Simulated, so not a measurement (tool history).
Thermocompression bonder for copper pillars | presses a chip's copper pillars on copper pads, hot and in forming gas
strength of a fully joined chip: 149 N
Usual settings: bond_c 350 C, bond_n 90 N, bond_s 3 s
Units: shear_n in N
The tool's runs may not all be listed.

run,day,bond_c,bond_n,bond_s,shear_n
1,0,350,90,3,79.2
2,0.454,369,90,3,88.6
3,1.033,369,82,3,82
4,1.725,350,90,3,78.5
# day 1.817: force cell calibrated
5,2.367,350,90,3,76.3
# day 2.775: heater calibrated with a thermocouple chip
6,3.025,350,90,2,68.7
7,3.558,335,90,3,70.2
# day 4.092: force cell calibrated, once more
8,4.275,336,90,8,95.4
9,4.679,336,90,8,94.4
10,5.204,336,90,8,95.3
11,5.596,336,56,6,58.7

5 ways to go on from here, each from the tool as it stands after run 11. What would each give?
A,5.967,348,128,3,?
B,5.967,361,56,3,?
C,5.967,336,56,8,?
D,5.967,336,87,2,?
E,5.967,350,122,5,?

run,shear_n
A,99.5
B,54.2
C,65.2
D,58.3
E,108.5
Without the tool's hidden state the same runs would have given:
run,shear_n
A,107.1
B,58.8
C,70.6
D,63.3
E,116.6
